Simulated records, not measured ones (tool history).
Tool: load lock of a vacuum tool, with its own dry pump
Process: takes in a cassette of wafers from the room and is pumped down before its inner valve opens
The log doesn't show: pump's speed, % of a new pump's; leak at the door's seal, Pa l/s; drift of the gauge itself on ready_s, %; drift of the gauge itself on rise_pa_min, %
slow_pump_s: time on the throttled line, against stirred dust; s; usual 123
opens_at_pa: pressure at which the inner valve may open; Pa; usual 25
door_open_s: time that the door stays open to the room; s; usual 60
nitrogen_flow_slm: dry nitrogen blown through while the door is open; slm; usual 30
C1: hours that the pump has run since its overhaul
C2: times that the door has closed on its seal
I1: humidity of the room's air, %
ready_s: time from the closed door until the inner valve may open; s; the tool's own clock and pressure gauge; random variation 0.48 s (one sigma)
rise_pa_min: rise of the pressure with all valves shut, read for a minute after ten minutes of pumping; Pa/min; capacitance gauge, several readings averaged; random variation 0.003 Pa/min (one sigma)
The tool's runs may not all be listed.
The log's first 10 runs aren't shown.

{"run": 11, "hour": 2385.6, "slow_pump_s": 123, "opens_at_pa": 25, "door_open_s": 169, "nitrogen_flow_slm": 30, "C1": 11559, "C2": 56678, "I1": 48, "ready_s": 198.4, "rise_pa_min": 0.476}
{"run": 12, "hour": 2587.2, "slow_pump_s": 123, "opens_at_pa": 25, "door_open_s": 169, "nitrogen_flow_slm": 30, "C1": 11760, "C2": 57633, "I1": 43.5, "ready_s": 198.3, "rise_pa_min": 0.495}
{"run": 13, "hour": 2803.0, "slow_pump_s": 123, "opens_at_pa": 25, "door_open_s": 169, "nitrogen_flow_slm": 30, "C1": 11976, "C2": 58654, "I1": 46.5, "ready_s": 199, "rise_pa_min": 0.505}
{"run": 14, "hour": 2948.9, "slow_pump_s": 123, "opens_at_pa": 25, "door_open_s": 169, "nitrogen_flow_slm": 30, "C1": 12122, "C2": 59346, "I1": 47.9, "ready_s": 199.2, "rise_pa_min": 0.513}
{"run": 15, "hour": 3162.1, "slow_pump_s": 123, "opens_at_pa": 25, "door_open_s": 60, "nitrogen_flow_slm": 30, "C1": 12335, "C2": 60355, "I1": 45.7, "ready_s": 198.5, "rise_pa_min": 0.5}
{"run": 16, "hour": 3333.6, "slow_pump_s": 123, "opens_at_pa": 25, "door_open_s": 60, "nitrogen_flow_slm": 30, "C1": 12507, "C2": 61167, "I1": 45, "ready_s": 199.5, "rise_pa_min": 0.51}
{"run": 17, "hour": 3636.4, "slow_pump_s": 123, "opens_at_pa": 25, "door_open_s": 60, "nitrogen_flow_slm": 24, "C1": 12810, "C2": 62601, "I1": 46, "ready_s": 199.1, "rise_pa_min": 0.548}
{"run": 18, "hour": 3777.9, "slow_pump_s": 123, "opens_at_pa": 25, "door_open_s": 60, "nitrogen_flow_slm": 24, "C1": 12951, "C2": 63272, "I1": 45.2, "ready_s": 200.1, "rise_pa_min": 0.546}
{"run": 19, "hour": 3926.6, "slow_pump_s": 123, "opens_at_pa": 48, "door_open_s": 60, "nitrogen_flow_slm": 30, "C1": 13100, "C2": 63976, "I1": 48.8, "ready_s": 190.3, "rise_pa_min": 0.536}
{"hour": 3979.5, "done": "door's seal changed, seat wiped"}
{"run": 20, "hour": 4080.9, "slow_pump_s": 82, "opens_at_pa": 25, "door_open_s": 60, "nitrogen_flow_slm": 30, "C1": 13253, "C2": 480, "I1": 45.5, "ready_s": 166.6, "rise_pa_min": 0.028}
{"run": 21, "hour": 4210.8, "slow_pump_s": 110, "opens_at_pa": 25, "door_open_s": 60, "nitrogen_flow_slm": 16, "C1": 13383, "C2": 1095, "I1": 44.6, "ready_s": 188.9, "rise_pa_min": 0.04}
{"run": 22, "hour": 4357.7, "slow_pump_s": 110, "opens_at_pa": 23, "door_open_s": 40, "nitrogen_flow_slm": 16, "C1": 13529, "C2": 1791, "I1": 45, "ready_s": 190.5, "rise_pa_min": 0.033}
{"run": 23, "hour": 4484.4, "slow_pump_s": 110, "opens_at_pa": 23, "door_open_s": 40, "nitrogen_flow_slm": 16, "C1": 13656, "C2": 2391, "I1": 42.3, "ready_s": 190.4, "rise_pa_min": 0.033}
{"run": 24, "hour": 4751.0, "slow_pump_s": 182, "opens_at_pa": 35, "door_open_s": 31, "nitrogen_flow_slm": 8, "C1": 13923, "C2": 3653, "I1": 46.5, "ready_s": 243, "rise_pa_min": 0.04}
{"run": 25, "hour": 5056.3, "slow_pump_s": 182, "opens_at_pa": 39, "door_open_s": 119, "nitrogen_flow_slm": 28, "C1": 14228, "C2": 5100, "I1": 43.7, "ready_s": 241.2, "rise_pa_min": 0.057}
{"run": 26, "hour": 5353.6, "slow_pump_s": 182, "opens_at_pa": 39, "door_open_s": 119, "nitrogen_flow_slm": 28, "C1": 14525, "C2": 6507, "I1": 42.8, "ready_s": 242.5, "rise_pa_min": 0.059}
{"run": 27, "hour": 5538.9, "slow_pump_s": 148, "opens_at_pa": 38, "door_open_s": 84, "nitrogen_flow_slm": 28, "C1": 14711, "C2": 7385, "I1": 47.4, "ready_s": 214.5, "rise_pa_min": 0.063}
{"run": 28, "hour": 5832.5, "slow_pump_s": 71, "opens_at_pa": 21, "door_open_s": 60, "nitrogen_flow_slm": 7, "C1": 15004, "C2": 8775, "I1": 48.4, "ready_s": 161.2, "rise_pa_min": 0.078}
{"run": 29, "hour": 6023.8, "slow_pump_s": 185, "opens_at_pa": 22, "door_open_s": 126, "nitrogen_flow_slm": 39, "C1": 15196, "C2": 9681, "I1": 43.8, "ready_s": 250.2, "rise_pa_min": 0.061}
{"run": 30, "hour": 6297.1, "slow_pump_s": 101, "opens_at_pa": 38, "door_open_s": 141, "nitrogen_flow_slm": 6, "C1": 15469, "C2": 10975, "I1": 45.1, "ready_s": 177.2, "rise_pa_min": 0.113}
{"run": 31, "hour": 6535.2, "slow_pump_s": 123, "opens_at_pa": 32, "door_open_s": 189, "nitrogen_flow_slm": 30, "C1": 15707, "C2": 12103, "I1": 43.9, "ready_s": 198.1, "rise_pa_min": 0.091}

4 ways to go on from here, each from the tool as it stands after run 31. What would each give?
{"run": "A", "hour": 6758.2, "slow_pump_s": 70, "opens_at_pa": 30, "door_open_s": 189, "nitrogen_flow_slm": 30, "C1": 15930, "C2": 13159, "I1": 40.9, "ready_s": "?", "rise_pa_min": "?"}
{"run": "B", "hour": 6758.2, "slow_pump_s": 231, "opens_at_pa": 49, "door_open_s": 189, "nitrogen_flow_slm": 27, "C1": 15930, "C2": 13159, "I1": 47.1, "ready_s": "?", "rise_pa_min": "?"}
{"run": "C", "hour": 6758.2, "slow_pump_s": 175, "opens_at_pa": 25, "door_open_s": 60, "nitrogen_flow_slm": 30, "C1": 15930, "C2": 13159, "I1": 44.4, "ready_s": "?", "rise_pa_min": "?"}
{"run": "D", "hour": 6758.2, "slow_pump_s": 123, "opens_at_pa": 24, "door_open_s": 207, "nitrogen_flow_slm": 6, "C1": 15930, "C2": 13159, "I1": 43.6, "ready_s": "?", "rise_pa_min": "?"}

run=A ready_s=155.9 rise_pa_min=0.092
run=B ready_s=278.9 rise_pa_min=0.103
run=C ready_s=241.3 rise_pa_min=0.067
run=D ready_s=200.7 rise_pa_min=0.137
Without the tool's hidden state the same runs would have given:
run=A ready_s=147.9 rise_pa_min=0.049
run=B ready_s=274.5 rise_pa_min=0.06
run=C ready_s=234.9 rise_pa_min=0.024
run=D ready_s=193.5 rise_pa_min=0.094
